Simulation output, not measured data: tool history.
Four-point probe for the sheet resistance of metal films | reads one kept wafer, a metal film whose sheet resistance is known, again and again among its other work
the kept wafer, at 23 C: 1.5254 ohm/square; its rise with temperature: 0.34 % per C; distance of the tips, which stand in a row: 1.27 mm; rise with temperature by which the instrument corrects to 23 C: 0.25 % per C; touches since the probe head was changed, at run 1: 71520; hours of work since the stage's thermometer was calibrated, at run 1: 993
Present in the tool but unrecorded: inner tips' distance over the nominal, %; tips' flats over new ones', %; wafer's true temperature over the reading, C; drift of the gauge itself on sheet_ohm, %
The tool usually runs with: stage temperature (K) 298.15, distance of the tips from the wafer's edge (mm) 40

run    hour  stage temperature (K)  distance of the tips from the wafer's edge (mm)  touches since the probe head was changed  hours of work since the stage's thermometer was calibrated  sheet resistance as the instrument gives it (ohm/square)
  1     0.0                 298.15                                               40                                     71520                                                         993                                                  1.535592
  2   105.8                 298.15                                               40                                     73860                                                        1036                                                  1.536234
  3   217.5                 298.15                                               40                                     76331                                                        1081                                                  1.536468
  4   327.2                 298.15                                               40                                     78758                                                        1125                                                  1.537855
  5   418.7                 298.15                                               40                                     80782                                                        1162                                                  1.537937
  6   552.0                 298.15                                               40                                     83731                                                        1216                                                  1.538512
  7   616.8                 298.15                                               10                                     85163                                                        1242                                                  1.550950
  8   679.1                 297.15                                               40                                     86541                                                        1267                                                  1.537667
  9   787.7                 298.15                                               40                                     88944                                                        1310                                                  1.539668
 10   842.9                 298.15                                               40                                     90166                                                        1333                                                  1.539417
 11   957.3                 304.15                                               40                                     92695                                                        1379                                                  1.548368
 12  1063.3                 304.15                                               40                                     95041                                                        1421                                                  1.548538
     1153.1  -- new probe head fitted
 13  1186.2                 304.15                                               40                                       733                                                        1470                                                  1.535046
 14  1266.3                 298.15                                               40                                      2504                                                        1503                                                  1.527459
 15  1349.5                 298.15                                               40                                      4344                                                        1536                                                  1.528016
 16  1407.6                 298.15                                               40                                      5629                                                        1560                                                  1.528114
 17  1531.2                 294.15                                               40                                      8363                                                        1609                                                  1.523471
 18  1659.1                 298.15                                               40                                     11192                                                        1661                                                  1.529433
 19  1777.3                 298.15                                               11                                     13806                                                        1708                                                  1.540289
     1785.3  -- stage's thermometer calibrated
 20  1896.3                 298.15                                               11                                     16428                                                          45                                                  1.539505
 21  2001.9                 298.15                                               40                                     18764                                                          87                                                  1.530475
 22  2110.1                 298.15                                               40                                     21158                                                         131                                                  1.529950
 23  2173.9                 296.15                                               38                                     22570                                                         156                                                  1.527970
 24  2258.7                 297.15                                               17                                     24445                                                         190                                                  1.533911
 25  2354.1                 297.15                                               17                                     26556                                                         229                                                  1.533919
 26  2423.6                 302.15                                               31                                     28093                                                         257                                                  1.537636
     2511.2  -- stage's thermometer calibrated, once more
 27  2547.6                 300.15                                               19                                     30824                                                          15                                                  1.541569
 28  2611.7                 300.15                                               19                                     32241                                                          40                                                  1.541400
 29  2668.4                 292.15                                               56                                     33497                                                          63                                                  1.528220
 30  2722.7                 292.15                                               56                                     34698                                                          85                                                  1.528498
 31  2841.2                 292.15                                               56                                     37318                                                         133                                                  1.529170
 32  2935.3                 298.15                                                6                                     39400                                                         171                                                  1.573226
 33  3035.8                 300.15                                                4                                     41622                                                         211                                                  1.619036
 34  3132.8                 304.15                                               21                                     43768                                                         250                                                  1.548982
 35  3258.9                 300.15                                               21                                     46558                                                         301                                                  1.544716
 36  3318.8                 298.15                                               37                                     47883                                                         325                                                  1.539630
 37  3399.0                 291.15                                                8                                     49657                                                         357                                                  1.549627
 38  3485.4                 294.15                                                7                                     51568                                                         392                                                  1.560838
 39  3566.4                 294.15                                                7                                     53359                                                         425                                                  1.561192
 40  3699.1                 292.15                                                8                                     56295                                                         478                                                  1.553384
 41  3778.7                 294.15                                                9                                     58057                                                         510                                                  1.551674
 42  3896.1                 294.15                                                9                                     60653                                                         557                                                  1.552167
 43  3989.1                 292.15                                               40                                     62710                                                         595                                                  1.534759
 44  4057.9                 301.15                                                9                                     64231                                                         622                                                  1.562107

Here are 4 independent what-if runs from the current tool condition. What would each one return?
  A  4162.1                 291.15                                               67                                     66536                                                         664                                                         ?
  B  4162.1                 304.15                                                5                                     66536                                                         664                                                         ?
  C  4162.1                 298.15                                               15                                     66536                                                         664                                                         ?
  D  4162.1                 291.15                                               40                                     66536                                                         664                                                         ?

run  sheet resistance as the instrument gives it (ohm/square)
  A                                                  1.533122
  B                                                  1.602397
  C                                                  1.547901
  D                                                  1.533662
Had the tool no hidden state, the same runs would have come out as:
run  sheet resistance as the instrument gives it (ohm/square)
  A                                                  1.518831
  B                                                  1.587488
  C                                                  1.533470
  D                                                  1.519366

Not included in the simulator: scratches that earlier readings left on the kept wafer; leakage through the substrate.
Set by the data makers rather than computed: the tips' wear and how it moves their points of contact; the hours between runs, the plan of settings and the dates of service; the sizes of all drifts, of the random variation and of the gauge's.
